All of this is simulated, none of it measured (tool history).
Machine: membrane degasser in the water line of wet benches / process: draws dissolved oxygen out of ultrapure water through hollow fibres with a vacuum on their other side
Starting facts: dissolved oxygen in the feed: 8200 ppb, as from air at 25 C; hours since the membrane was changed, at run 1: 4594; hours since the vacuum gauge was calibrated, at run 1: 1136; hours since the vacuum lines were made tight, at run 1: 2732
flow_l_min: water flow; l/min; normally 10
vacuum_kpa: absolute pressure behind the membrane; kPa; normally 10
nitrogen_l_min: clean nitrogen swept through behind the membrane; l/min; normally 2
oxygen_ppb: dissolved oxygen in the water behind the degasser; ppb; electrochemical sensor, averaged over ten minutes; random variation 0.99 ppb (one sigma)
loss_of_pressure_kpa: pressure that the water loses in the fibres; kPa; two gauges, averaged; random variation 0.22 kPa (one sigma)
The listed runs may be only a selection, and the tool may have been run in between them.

run,hour,flow_l_min,vacuum_kpa,nitrogen_l_min,hours since the membrane was changed,hours since the vacuum gauge was calibrated,hours since the vacuum lines were made tight,oxygen_ppb,loss_of_pressure_kpa
1,0,10,10,2,4594,1136,2732,100,53.76
2,193.7,10,10,2,4788,1330,2926,98.8,53.67
3,383.1,10,10,2,4977,1519,3116,101.1,53.87
4,509.3,10,10,2,5103,1646,3242,98.8,53.57
5,726.1,9,10,2,5320,1862,3459,88.6,48.67
6,1005.1,9,10,2,5599,2141,3738,88.3,48.32
7,1202.1,9,10,2,5796,2338,3935,87.2,48.69
8,1351.1,9,10,2,5945,2487,4084,88.1,48.44
9,1527.5,9,10,2,6122,2664,4260,87.6,48.79
10,1717.2,9,10,2,6311,2854,4450,88.8,48.93
# hour 1767.5: seals of the vacuum lines changed
11,1953.5,9,10,2,6545,3088,186,87.3,49.18
12,2079.9,9,10,2,6672,3214,312,87.6,49.05
13,2220.7,10,10,1.7,6813,3355,453,113,54.55
14,2479.3,10,10,1.7,7071,3614,712,117.2,54.6
15,2616.9,10,10,3.01,7209,3751,849,74.3,54.62
16,2841.8,10,10,3.01,7434,3976,1074,74.4,54.83
17,3001.2,10,10,3.01,7593,4136,1234,75.3,54.54
# hour 3014.8: vacuum gauge calibrated
18,3190.5,10,6.1,5.52,7782,176,1423,32.4,54.87
19,3360.7,10,6.1,5.52,7952,346,1593,33.3,55.04
20,3531,9,19,2,8122,516,1763,190.4,49.95
21,3680.3,14,19.5,2,8272,665,1912,318.7,76.94
# hour 3847.7: vacuum gauge calibrated, once more
22,3893.9,12,15.7,0.92,8485,46,2125,393.8,66.3
23,4131.9,11,16.3,2.58,8723,284,2363,161.6,60.8
24,4333.1,11,16.3,4.93,8924,485,2565,97.5,60.9
25,4604.3,10,21.5,2,9195,757,2836,239.6,55.75
26,4795.4,10,21.5,2,9386,948,3027,240.6,55.74
27,5065.1,10,21.5,2,9656,1217,3297,245.5,55.84
28,5282.5,13,10.9,1.7,9873,1435,3514,185.5,72.54
29,5415.1,13,10.9,1.7,10006,1567,3647,186.4,72.78
30,5632.7,11,10,1.38,10224,1785,3864,158.6,61.52
31,5840.1,11,10,1.38,10431,1992,4072,159.8,61.75

Consider 5 possible next runs. They are alternatives, not a sequence: every one starts from the tool as it was left by run 31. What does each give?
A,6030.8,11,22.9,0.89,10622,2183,4262,?,?
B,6030.8,14,12.5,4.03,10622,2183,4262,?,?
C,6030.8,11,6.3,2.5,10622,2183,4262,?,?
D,6030.8,16,21.3,5.89,10622,2183,4262,?,?
E,6030.8,7,10,2,10622,2183,4262,?,?

run,oxygen_ppb,loss_of_pressure_kpa
A,574,61.5
B,132.8,79.11
C,63.2,61.85
D,197.2,90.02
E,67.3,39.18
Without the tool's hidden state the same runs would have given:
run,oxygen_ppb,loss_of_pressure_kpa
A,556.3,56.34
B,111.4,72.49
C,50.2,56.66
D,169.1,82.48
E,62.3,35.87
